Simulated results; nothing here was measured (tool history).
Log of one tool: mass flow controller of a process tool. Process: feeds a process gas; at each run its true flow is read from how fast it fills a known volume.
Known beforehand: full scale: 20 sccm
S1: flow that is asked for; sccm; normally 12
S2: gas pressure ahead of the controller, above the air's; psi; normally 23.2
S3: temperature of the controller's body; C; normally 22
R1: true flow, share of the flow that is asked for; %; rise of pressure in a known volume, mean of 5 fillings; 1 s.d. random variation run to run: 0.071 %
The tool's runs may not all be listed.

run,day,S1,S2,S3,R1
1,0.000,12,23.2,22,99.47
2,3.675,5,23.2,22,99.28
3,12.379,5,23.2,21,99.20
4,17.075,3,23.2,22,99.17
5,21.579,3,23.2,20,99.08
6,27.771,3,23.2,20,99.31
7,35.721,12,22.9,22,99.91
8,42.400,12,23.2,37,100.95
9,46.279,12,23.2,37,101.15
10,50.004,12,23.2,37,101.12
11,55.683,12,23.2,37,101.14
12,60.446,12,23.2,37,101.12
13,66.312,12,23.2,37,101.22
14,75.096,12,23.2,22,100.20
15,81.575,12,23.2,22,100.36
16,88.629,12,23.2,22,100.49
17,95.829,12,23.2,22,100.51
18,104.467,3,31.3,34,100.52
19,109.929,3,24.5,36,100.91
20,114.412,4,28.4,32,100.66
21,123.229,8,28.4,32,101.09
22,131.492,16,36.5,38,101.69
23,136.188,2,22.6,25,100.48
24,143.525,2,23.2,34,101.14
25,152.462,2,23.2,34,101.38
26,157.500,8,23.2,28,101.26
27,164.933,5,24.8,22,100.69
28,170.525,5,24.8,22,100.64
29,175.221,3,23.2,25,100.84

Forecast each of these 5 alternatives for the next run:
A,178.946,14,23.2,27,?
B,178.946,2,31.9,39,?
C,178.946,6,26.3,38,?
D,178.946,2,36.5,25,?
E,178.946,3,37.3,20,?

run,R1
A,101.81
B,101.58
C,101.93
D,100.43
E,100.01
Without the tool's hidden state the same runs would have given:
run,R1
A,100.10
B,99.86
C,100.22
D,98.73
E,98.33
